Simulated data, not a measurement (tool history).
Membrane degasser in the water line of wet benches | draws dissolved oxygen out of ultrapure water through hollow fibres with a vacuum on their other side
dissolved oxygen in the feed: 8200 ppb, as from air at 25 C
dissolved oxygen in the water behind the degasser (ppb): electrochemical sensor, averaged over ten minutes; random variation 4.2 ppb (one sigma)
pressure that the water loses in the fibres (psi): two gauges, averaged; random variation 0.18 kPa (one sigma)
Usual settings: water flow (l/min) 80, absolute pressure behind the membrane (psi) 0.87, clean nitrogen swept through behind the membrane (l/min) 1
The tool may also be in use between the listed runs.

| run | hour | water flow (l/min) | absolute pressure behind the membrane (psi) | clean nitrogen swept through behind the membrane (l/min) | dissolved oxygen in the water behind the degasser (ppb) | pressure that the water loses in the fibres (psi) |
|---|---|---|---|---|---|---|
| 1 | 0 | 80 | 0.87 | 1 | 409.8 | 5.052 |
| 2 | 61 | 68 | 0.87 | 1 | 364.8 | 4.308 |
| 3 | 137.9 | 111 | 0.87 | 1 | 537.1 | 7.039 |
| 4 | 211.1 | 80 | 0.87 | 2.46 | 249.1 | 5.113 |
| 5 | 257.8 | 80 | 0.87 | 2.46 | 241.3 | 5.115 |
| 6 | 352.3 | 80 | 0.87 | 2.46 | 240.6 | 5.059 |
| 7 | 419.4 | 80 | 0.87 | 2.46 | 242.1 | 5.084 |
| 8 | 493.5 | 80 | 0.87 | 2.46 | 242.4 | 5.06 |
| 9 | 591.6 | 80 | 0.87 | 2.46 | 246.8 | 5.098 |
| 10 | 665 | 104 | 0.87 | 1 | 524.1 | 6.62 |
| 11 | 765.9 | 80 | 0.87 | 1 | 422.2 | 5.108 |
| 12 | 833.7 | 80 | 0.87 | 1 | 421.4 | 5.066 |
| 13 | 876.1 | 80 | 0.87 | 1 | 415.4 | 5.065 |
| 14 | 948.4 | 80 | 0.87 | 1 | 416.5 | 5.053 |
| 15 | 1035.8 | 80 | 0.87 | 1 | 424.1 | 5.092 |
| 16 | 1087.5 | 80 | 0.87 | 1 | 409.9 | 5.118 |
| 17 | 1175.9 | 65 | 0.87 | 0.75 | 417.3 | 4.121 |
| 18 | 1277.4 | 56 | 0.937 | 1.06 | 345.7 | 3.59 |
| 19 | 1345.2 | 62 | 0.937 | 1.09 | 362.2 | 3.944 |
| 20 | 1448.1 | 80 | 0.87 | 1.85 | 298.6 | 5.086 |
| 21 | 1490.4 | 96 | 0.87 | 2.32 | 314.5 | 6.132 |
| 22 | 1536.2 | 80 | 0.879 | 2.3 | 262.1 | 5.107 |
| 23 | 1632.9 | 59 | 0.867 | 1.54 | 247.8 | 3.706 |
| 24 | 1713.2 | 59 | 1.172 | 2.57 | 276.4 | 3.73 |
| 25 | 1776.7 | 121 | 0.87 | 1.63 | 477 | 7.726 |
|  | 1848.4 | seals of the vacuum lines changed |
| 26 | 1879.5 | 121 | 0.87 | 1.63 | 482.9 | 7.794 |
| 27 | 1966.6 | 121 | 0.87 | 1.63 | 483.5 | 7.739 |
| 28 | 2028.8 | 54 | 0.87 | 1.47 | 242.4 | 3.462 |
| 29 | 2109 | 54 | 0.87 | 1.08 | 293.1 | 3.455 |
| 30 | 2165.7 | 119 | 1.694 | 1 | 1422.3 | 7.636 |
| 31 | 2222.2 | 90 | 0.705 | 1.5 | 267.4 | 5.758 |

Run 32 comes next. What will it give?
| 32 | 2296.5 | 87 | 0.705 | 1.94 | ? | ? |

Run 32 gave dissolved oxygen in the water behind the degasser (ppb) 225, pressure that the water loses in the fibres (psi) 5.549.
Without the tool's hidden state the same run would have given dissolved oxygen in the water behind the degasser (ppb) 208.6, pressure that the water loses in the fibres (psi) 5.406.

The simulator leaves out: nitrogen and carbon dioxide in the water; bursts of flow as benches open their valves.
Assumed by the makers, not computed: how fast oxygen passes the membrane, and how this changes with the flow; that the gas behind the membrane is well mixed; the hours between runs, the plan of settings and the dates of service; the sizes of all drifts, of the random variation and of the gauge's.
